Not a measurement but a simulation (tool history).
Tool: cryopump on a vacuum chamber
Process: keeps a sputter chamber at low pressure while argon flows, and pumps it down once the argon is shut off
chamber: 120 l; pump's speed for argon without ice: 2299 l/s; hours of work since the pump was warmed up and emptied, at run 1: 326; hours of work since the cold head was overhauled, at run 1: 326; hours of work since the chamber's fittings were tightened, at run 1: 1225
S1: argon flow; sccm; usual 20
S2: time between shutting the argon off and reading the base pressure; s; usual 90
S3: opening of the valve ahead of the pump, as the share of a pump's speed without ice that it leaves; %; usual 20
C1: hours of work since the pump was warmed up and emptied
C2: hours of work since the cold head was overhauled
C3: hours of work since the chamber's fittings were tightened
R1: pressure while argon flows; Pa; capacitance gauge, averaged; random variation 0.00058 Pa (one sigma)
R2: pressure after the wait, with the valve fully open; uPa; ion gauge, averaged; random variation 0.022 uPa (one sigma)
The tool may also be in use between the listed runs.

{"run": 1, "day": 0.0, "S1": 20, "S2": 90, "S3": 20, "C1": 326, "C2": 326, "C3": 1225, "R1": 0.0756, "R2": 0.93}
{"run": 2, "day": 0.862, "S1": 20, "S2": 90, "S3": 20, "C1": 334, "C2": 334, "C3": 1234, "R1": 0.0757, "R2": 0.96}
{"run": 3, "day": 1.746, "S1": 20, "S2": 90, "S3": 20, "C1": 344, "C2": 344, "C3": 1243, "R1": 0.0753, "R2": 0.95}
{"run": 4, "day": 2.617, "S1": 20, "S2": 90, "S3": 20, "C1": 352, "C2": 352, "C3": 1252, "R1": 0.0758, "R2": 0.9}
{"run": 5, "day": 3.962, "S1": 20, "S2": 90, "S3": 20, "C1": 366, "C2": 366, "C3": 1266, "R1": 0.0758, "R2": 0.97}
{"run": 6, "day": 4.883, "S1": 20, "S2": 90, "S3": 20, "C1": 376, "C2": 376, "C3": 1275, "R1": 0.0759, "R2": 0.99}
{"run": 7, "day": 6.129, "S1": 20, "S2": 90, "S3": 20, "C1": 389, "C2": 389, "C3": 1288, "R1": 0.0757, "R2": 0.97}
{"run": 8, "day": 7.492, "S1": 20, "S2": 90, "S3": 20, "C1": 403, "C2": 403, "C3": 1302, "R1": 0.0759, "R2": 1.01}
{"run": 9, "day": 8.896, "S1": 11, "S2": 90, "S3": 20, "C1": 417, "C2": 417, "C3": 1317, "R1": 0.0416, "R2": 0.99}
{"run": 10, "day": 9.812, "S1": 11, "S2": 90, "S3": 20, "C1": 427, "C2": 427, "C3": 1326, "R1": 0.0415, "R2": 0.98}
{"run": 11, "day": 10.917, "S1": 11, "S2": 90, "S3": 20, "C1": 438, "C2": 438, "C3": 1338, "R1": 0.0415, "R2": 1.0}
{"run": 12, "day": 11.946, "S1": 9, "S2": 129, "S3": 47, "C1": 449, "C2": 449, "C3": 1348, "R1": 0.0155, "R2": 0.82}
{"run": 13, "day": 12.754, "S1": 9, "S2": 143, "S3": 20, "C1": 457, "C2": 457, "C3": 1357, "R1": 0.0348, "R2": 0.85}
{"run": 14, "day": 13.467, "S1": 9, "S2": 143, "S3": 20, "C1": 464, "C2": 464, "C3": 1364, "R1": 0.0344, "R2": 0.82}
{"run": 15, "day": 14.388, "S1": 10, "S2": 265, "S3": 45, "C1": 474, "C2": 474, "C3": 1373, "R1": 0.018, "R2": 0.68}
{"run": 16, "day": 15.625, "S1": 10, "S2": 265, "S3": 45, "C1": 487, "C2": 487, "C3": 1386, "R1": 0.0175, "R2": 0.71}
{"run": 17, "day": 17.075, "S1": 10, "S2": 265, "S3": 45, "C1": 502, "C2": 502, "C3": 1401, "R1": 0.018, "R2": 0.71}
{"run": 18, "day": 17.771, "S1": 22, "S2": 265, "S3": 45, "C1": 509, "C2": 509, "C3": 1408, "R1": 0.0397, "R2": 0.66}
{"run": 19, "day": 19.088, "S1": 20, "S2": 90, "S3": 32, "C1": 522, "C2": 522, "C3": 1422, "R1": 0.0499, "R2": 0.99}
{"run": 20, "day": 20.288, "S1": 20, "S2": 90, "S3": 32, "C1": 535, "C2": 535, "C3": 1434, "R1": 0.0503, "R2": 1.0}
{"day": 21.196, "done": "pump warmed up, emptied and cooled again"}
{"run": 21, "day": 21.196, "S1": 20, "S2": 66, "S3": 38, "C1": 0, "C2": 542, "C3": 1441, "R1": 0.0391, "R2": 1.1}
{"run": 22, "day": 22.375, "S1": 20, "S2": 66, "S3": 38, "C1": 12, "C2": 554, "C3": 1454, "R1": 0.0397, "R2": 1.12}

Hidden state at the last listed run before each entry between runs and at the first one after, where it differs:
Between runs 20 and 21: pump warmed up, emptied and cooled again (day 21.196)
  pump's speed, % of a pump's without ice: 80 -> 99.8; leak into the chamber, uPa l/s: 948 -> 951
  measured less the result without the state, R1: +0.0038 -> +0.0001 Pa; R2: +0.38 -> +0.28 uPa

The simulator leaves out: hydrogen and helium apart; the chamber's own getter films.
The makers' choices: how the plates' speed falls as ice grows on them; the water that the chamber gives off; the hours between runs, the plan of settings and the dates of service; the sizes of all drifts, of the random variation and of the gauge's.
